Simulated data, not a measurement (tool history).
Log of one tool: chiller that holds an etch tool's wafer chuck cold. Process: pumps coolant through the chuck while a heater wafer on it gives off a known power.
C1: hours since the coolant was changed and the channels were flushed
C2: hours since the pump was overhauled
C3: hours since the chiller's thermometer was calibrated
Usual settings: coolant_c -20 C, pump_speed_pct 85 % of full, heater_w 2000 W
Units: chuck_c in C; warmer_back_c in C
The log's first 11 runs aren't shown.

{"run": 12, "hour": 233.5, "coolant_c": -17, "pump_speed_pct": 70, "heater_w": 2000, "C1": 2981, "C2": 1689, "C3": 1621, "chuck_c": -2.0, "warmer_back_c": 8.39}
{"run": 13, "hour": 249.3, "coolant_c": -17, "pump_speed_pct": 70, "heater_w": 2000, "C1": 2997, "C2": 1705, "C3": 1637, "chuck_c": -2.0, "warmer_back_c": 8.34}
{"run": 14, "hour": 272.9, "coolant_c": -17, "pump_speed_pct": 70, "heater_w": 2000, "C1": 3020, "C2": 1729, "C3": 1660, "chuck_c": -2.0, "warmer_back_c": 8.37}
{"run": 15, "hour": 293.3, "coolant_c": -17, "pump_speed_pct": 70, "heater_w": 2000, "C1": 3041, "C2": 1749, "C3": 1680, "chuck_c": -2.0, "warmer_back_c": 8.36}
{"run": 16, "hour": 309.2, "coolant_c": -20, "pump_speed_pct": 85, "heater_w": 2000, "C1": 3057, "C2": 1765, "C3": 1696, "chuck_c": -6.8, "warmer_back_c": 6.93}
{"run": 17, "hour": 325.6, "coolant_c": -16, "pump_speed_pct": 69, "heater_w": 2000, "C1": 3073, "C2": 1781, "C3": 1713, "chuck_c": -0.7, "warmer_back_c": 8.54}
{"run": 18, "hour": 355.1, "coolant_c": -16, "pump_speed_pct": 69, "heater_w": 2000, "C1": 3102, "C2": 1811, "C3": 1742, "chuck_c": -0.7, "warmer_back_c": 8.5}
{"run": 19, "hour": 387.2, "coolant_c": -16, "pump_speed_pct": 69, "heater_w": 2000, "C1": 3135, "C2": 1843, "C3": 1774, "chuck_c": -0.8, "warmer_back_c": 8.52}
{"run": 20, "hour": 410.1, "coolant_c": -26, "pump_speed_pct": 96, "heater_w": 1639, "C1": 3158, "C2": 1866, "C3": 1797, "chuck_c": -16.0, "warmer_back_c": 5.05}
{"run": 21, "hour": 436.3, "coolant_c": -10, "pump_speed_pct": 69, "heater_w": 1245, "C1": 3184, "C2": 1892, "C3": 1824, "chuck_c": -0.6, "warmer_back_c": 5.31}
{"run": 22, "hour": 453.8, "coolant_c": -10, "pump_speed_pct": 69, "heater_w": 1245, "C1": 3201, "C2": 1909, "C3": 1841, "chuck_c": -0.3, "warmer_back_c": 5.34}
{"run": 23, "hour": 477.4, "coolant_c": -15, "pump_speed_pct": 63, "heater_w": 1075, "C1": 3225, "C2": 1933, "C3": 1865, "chuck_c": -6.4, "warmer_back_c": 5.07}
{"run": 24, "hour": 502.8, "coolant_c": -20, "pump_speed_pct": 86, "heater_w": 1721, "C1": 3250, "C2": 1958, "C3": 1890, "chuck_c": -8.6, "warmer_back_c": 5.87}
{"run": 25, "hour": 519.7, "coolant_c": -14, "pump_speed_pct": 87, "heater_w": 1838, "C1": 3267, "C2": 1975, "C3": 1907, "chuck_c": -1.9, "warmer_back_c": 6.24}
{"run": 26, "hour": 549.8, "coolant_c": -12, "pump_speed_pct": 68, "heater_w": 2309, "C1": 3297, "C2": 2005, "C3": 1937, "chuck_c": 5.7, "warmer_back_c": 10.03}
{"run": 27, "hour": 577.4, "coolant_c": -20, "pump_speed_pct": 86, "heater_w": 1898, "C1": 3325, "C2": 2033, "C3": 1965, "chuck_c": -7.4, "warmer_back_c": 6.47}
{"run": 28, "hour": 610.1, "coolant_c": -20, "pump_speed_pct": 85, "heater_w": 1118, "C1": 3358, "C2": 2066, "C3": 1997, "chuck_c": -12.7, "warmer_back_c": 3.89}
{"run": 29, "hour": 628.9, "coolant_c": -20, "pump_speed_pct": 68, "heater_w": 1070, "C1": 3376, "C2": 2085, "C3": 2016, "chuck_c": -11.8, "warmer_back_c": 4.63}
{"run": 30, "hour": 661.6, "coolant_c": -21, "pump_speed_pct": 96, "heater_w": 1690, "C1": 3409, "C2": 2117, "C3": 2049, "chuck_c": -10.7, "warmer_back_c": 5.17}
{"run": 31, "hour": 689.5, "coolant_c": -21, "pump_speed_pct": 96, "heater_w": 1690, "C1": 3437, "C2": 2145, "C3": 2077, "chuck_c": -10.7, "warmer_back_c": 5.2}

4 ways to go on from here, each from the tool as it stands after run 31. What would each give?
{"run": "A", "hour": 713.0, "coolant_c": -11, "pump_speed_pct": 81, "heater_w": 1690, "C1": 3460, "C2": 2169, "C3": 2100, "chuck_c": "?", "warmer_back_c": "?"}
{"run": "B", "hour": 713.0, "coolant_c": -17, "pump_speed_pct": 81, "heater_w": 2000, "C1": 3460, "C2": 2169, "C3": 2100, "chuck_c": "?", "warmer_back_c": "?"}
{"run": "C", "hour": 713.0, "coolant_c": -21, "pump_speed_pct": 79, "heater_w": 1324, "C1": 3460, "C2": 2169, "C3": 2100, "chuck_c": "?", "warmer_back_c": "?"}
{"run": "D", "hour": 713.0, "coolant_c": -19, "pump_speed_pct": 85, "heater_w": 2000, "C1": 3460, "C2": 2169, "C3": 2100, "chuck_c": "?", "warmer_back_c": "?"}

run=A chuck_c=0.6 warmer_back_c=6.15
run=B chuck_c=-3.2 warmer_back_c=7.23
run=C chuck_c=-11.9 warmer_back_c=4.89
run=D chuck_c=-5.7 warmer_back_c=6.96
Without the tool's hidden state the same runs would have given:
run=A chuck_c=0.6 warmer_back_c=6.15
run=B chuck_c=-3.2 warmer_back_c=7.23
run=C chuck_c=-11.9 warmer_back_c=4.89
run=D chuck_c=-5.7 warmer_back_c=6.95

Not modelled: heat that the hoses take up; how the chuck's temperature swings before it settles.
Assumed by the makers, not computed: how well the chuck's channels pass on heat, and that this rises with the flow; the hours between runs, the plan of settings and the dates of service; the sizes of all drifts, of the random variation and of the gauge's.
